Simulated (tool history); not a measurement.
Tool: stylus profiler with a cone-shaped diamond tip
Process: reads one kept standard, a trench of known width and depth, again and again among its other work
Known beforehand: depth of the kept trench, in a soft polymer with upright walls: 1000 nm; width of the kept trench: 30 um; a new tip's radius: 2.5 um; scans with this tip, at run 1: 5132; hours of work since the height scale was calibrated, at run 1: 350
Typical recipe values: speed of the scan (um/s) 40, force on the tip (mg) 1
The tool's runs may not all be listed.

run   hour  speed of the scan (um/s)  force on the tip (mg)  scans with this tip  hours of work since the height scale was calibrated  depth of the trench (nm)  width of the trench's floor (µm)
  1      0                        40                      1                 5132                                                  350                   1005.62                             24.79
  2   25.9                        40                      1                 5355                                                  365                   1005.41                             24.75
  3   49.6                        40                      1                 5560                                                  379                   1005.52                             24.69
  4   80.9                        40                    0.7                 5831                                                  398                   1004.41                             24.61
  5  112.6                        40                    0.7                 6105                                                  417                   1004.22                             24.56
  6  128.1                        40                    0.7                 6238                                                  426                   1004.88                              24.5
  7  146.9                        40                   0.87                 6401                                                  437                   1005.91                             24.49
  8  177.8                        39                   1.65                 6667                                                  455                   1007.89                             24.48
  9  198.9                        31                   0.36                 6849                                                  467                   1003.21                             24.42
 10  226.9                        31                   0.36                 7091                                                  484                   1003.41                             24.34
 11  259.1                        47                   1.11                 7369                                                  503                   1006.26                             24.35

Estimate the outcome of run 12 from the log above:
 12  296.7                        47                   1.11                 7693                                                  525                         ?                                 ?

Run 12 produced depth of the trench (nm) 1005.81, width of the trench's floor (µm) 24.27.
Without the tool's hidden state the same run would have given depth of the trench (nm) 1004.96, width of the trench's floor (µm) 25.85.
